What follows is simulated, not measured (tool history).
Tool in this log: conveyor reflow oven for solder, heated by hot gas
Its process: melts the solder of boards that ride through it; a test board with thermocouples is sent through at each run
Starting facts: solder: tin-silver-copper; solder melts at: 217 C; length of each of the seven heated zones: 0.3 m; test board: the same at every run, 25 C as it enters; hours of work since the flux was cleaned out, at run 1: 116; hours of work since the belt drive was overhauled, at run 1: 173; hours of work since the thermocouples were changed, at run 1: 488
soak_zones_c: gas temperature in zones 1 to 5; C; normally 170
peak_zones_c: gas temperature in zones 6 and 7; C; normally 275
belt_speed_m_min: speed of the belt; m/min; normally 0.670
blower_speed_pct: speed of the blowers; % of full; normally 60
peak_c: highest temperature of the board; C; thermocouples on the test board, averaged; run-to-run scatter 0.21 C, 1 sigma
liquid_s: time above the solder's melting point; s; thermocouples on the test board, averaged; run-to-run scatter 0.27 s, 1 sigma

run	day	soak_zones_c	peak_zones_c	belt_speed_m_min	blower_speed_pct	hours of work since the flux was cleaned out	hours of work since the belt drive was overhauled	hours of work since the thermocouples were changed	peak_c	liquid_s
1	0.000	170	275	0.670	60	116	173	488	252.8	39.1
2	1.271	183	275	0.670	60	133	190	504	255.2	43.5
3	1.946	183	275	0.670	60	142	199	513	255.5	43.6
4	3.208	170	267	0.670	60	158	216	530	246.2	35.1
5	4.396	170	267	0.670	60	174	231	546	245.9	35.1
6	5.167	170	275	0.670	53	184	241	556	251.1	37.8
# day 6.212: flux residue cleaned out of gas plates and filters
7	6.392	170	275	0.670	53	2	255	569	251.9	38.3
8	7.142	170	275	0.670	60	12	265	579	253.5	39.6
9	8.067	170	275	0.670	60	24	277	591	253.5	39.6
10	8.771	170	275	0.670	60	34	286	600	253.3	39.9
11	9.933	155	275	0.670	60	49	301	616	250.8	34.2
12	11.150	155	275	0.670	60	65	317	632	250.6	34.6
13	12.158	155	275	0.670	60	78	330	645	250.4	34.2
14	12.954	170	270	0.670	60	89	341	655	249.1	37.4
15	14.204	170	270	0.670	60	105	357	672	249.0	37.6
16	15.192	170	270	0.670	60	118	370	685	248.9	37.4
17	16.183	170	268	0.670	82	131	383	698	251.5	39.2
18	17.004	173	275	0.670	60	142	394	708	253.9	40.5
19	17.650	155	285	0.670	60	150	403	717	258.2	38.0
# day 17.867: thermocouples of zones 6 and 7 changed
20	18.992	155	285	0.670	60	167	419	15	259.8	38.9
21	19.812	170	272	0.615	59	178	430	26	254.4	43.9
22	21.000	166	275	0.735	60	193	446	41	249.1	32.9
# day 21.379: flux residue cleaned out of gas plates and filters
23	21.850	173	275	0.735	60	6	454	50	251.4	34.7
24	23.025	173	275	0.735	60	22	469	65	251.4	35.1
25	23.712	170	275	0.626	60	31	478	74	256.9	44.6

Expected results for the next run?
26	24.542	175	283	0.670	57	42	489	85	?	?

{"run 26": {"peak_c": 261.2, "liquid_s": 44.2}}
Had the tool carried no hidden state, the very same run would have given peak_c 261.5 C, liquid_s 43.7 s.

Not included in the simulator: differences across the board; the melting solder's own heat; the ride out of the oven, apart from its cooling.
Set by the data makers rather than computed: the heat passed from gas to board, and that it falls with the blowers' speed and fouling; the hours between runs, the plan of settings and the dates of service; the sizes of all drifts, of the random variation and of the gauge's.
